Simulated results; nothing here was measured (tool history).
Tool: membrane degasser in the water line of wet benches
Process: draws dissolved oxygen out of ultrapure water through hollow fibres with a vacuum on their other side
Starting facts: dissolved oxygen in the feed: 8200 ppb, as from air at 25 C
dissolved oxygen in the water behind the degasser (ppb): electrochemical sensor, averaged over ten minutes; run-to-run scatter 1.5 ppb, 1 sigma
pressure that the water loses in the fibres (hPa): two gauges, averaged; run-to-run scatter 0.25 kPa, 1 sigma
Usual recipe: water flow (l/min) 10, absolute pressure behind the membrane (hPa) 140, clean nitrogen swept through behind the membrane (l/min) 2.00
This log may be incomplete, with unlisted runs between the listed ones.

run     day  water flow (l/min)  absolute pressure behind the membrane (hPa)  clean nitrogen swept through behind the membrane (l/min)  dissolved oxygen in the water behind the degasser (ppb)  pressure that the water loses in the fibres (hPa)
  1   0.000                  10                                          140                                                      2.00                                                    145.1                                              643.1
  2   2.400                  10                                          140                                                      2.00                                                    148.5                                              645.5
  3   5.133                  10                                          227                                                      2.00                                                    245.8                                              645.0
  4   6.308                  10                                          140                                                      3.00                                                    105.4                                              646.2
  5   8.404                  10                                          129                                                      3.00                                                     95.5                                              647.2
  6  10.988                  10                                          115                                                      3.00                                                     83.5                                              646.4
  7  12.442                  10                                          115                                                      3.00                                                     83.3                                              646.8
  8  15.046                  10                                          115                                                      0.87                                                    236.9                                              649.9
  9  17.654                  16                                          140                                                      2.00                                                    301.4                                             1037.8
 10  18.896                  16                                          140                                                      2.00                                                    303.4                                             1039.9
 11  20.312                  10                                          140                                                      2.00                                                    144.5                                              648.3
 12  22.479                  10                                          140                                                      2.00                                                    148.1                                              650.7
 13  25.354                  10                                          140                                                      2.00                                                    145.1                                              648.8
 14  28.117                  10                                          140                                                      2.00                                                    147.6                                              651.9
 15  29.679                  10                                          148                                                      2.00                                                    152.7                                              650.0
 16  32.396                  10                                          148                                                      2.00                                                    155.2                                              655.3
 17  33.950                  16                                          148                                                      2.00                                                    317.2                                             1043.2
 18  36.246                   8                                          143                                                      2.00                                                    113.9                                              522.9
 19  38.038                  15                                           93                                                      5.66                                                    124.8                                              971.7
 20  39.292                  15                                           93                                                      5.66                                                    126.1                                              980.7
 21  41.538                  15                                           93                                                      5.66                                                    127.2                                              979.8
 22  43.354                  15                                           93                                                      5.66                                                    125.5                                              980.3
 23  46.075                  10                                           93                                                      5.66                                                     43.7                                              656.4
 24  47.392                  10                                           93                                                      5.66                                                     43.7                                              655.8
 25  48.988                  12                                          163                                                      2.65                                                    182.2                                              786.8
 26  51.642                   8                                          165                                                      1.45                                                    177.6                                              522.9
 27  54.075                  14                                          140                                                      2.32                                                    220.1                                              918.4
 28  55.383                  14                                          170                                                      3.68                                                    192.8                                              925.3
 29  57.429                  10                                          111                                                      2.00                                                    113.1                                              656.4
 30  59.058                   7                                          111                                                      0.88                                                    151.1                                              459.8
 31  60.821                   7                                          290                                                      1.60                                                    273.0                                              458.3

Not shown here: 1 entry made in the log between runs. Locate each between two listed runs and compare the hidden state at the listed run before it with the hidden state at the listed run after it:
After run 24, before run 25: seals of the vacuum lines changed (day 48.042)
  air that leaks in behind the membrane, l/min: 0.0027 -> 0.002; drift of the gauge itself on loss_of_pressure_kpa, %: 1.45 -> 1.49
  what was measured, less what the result would be without the hidden state, pressure that the water loses in the fibres (hPa): +9.5 -> +11.9

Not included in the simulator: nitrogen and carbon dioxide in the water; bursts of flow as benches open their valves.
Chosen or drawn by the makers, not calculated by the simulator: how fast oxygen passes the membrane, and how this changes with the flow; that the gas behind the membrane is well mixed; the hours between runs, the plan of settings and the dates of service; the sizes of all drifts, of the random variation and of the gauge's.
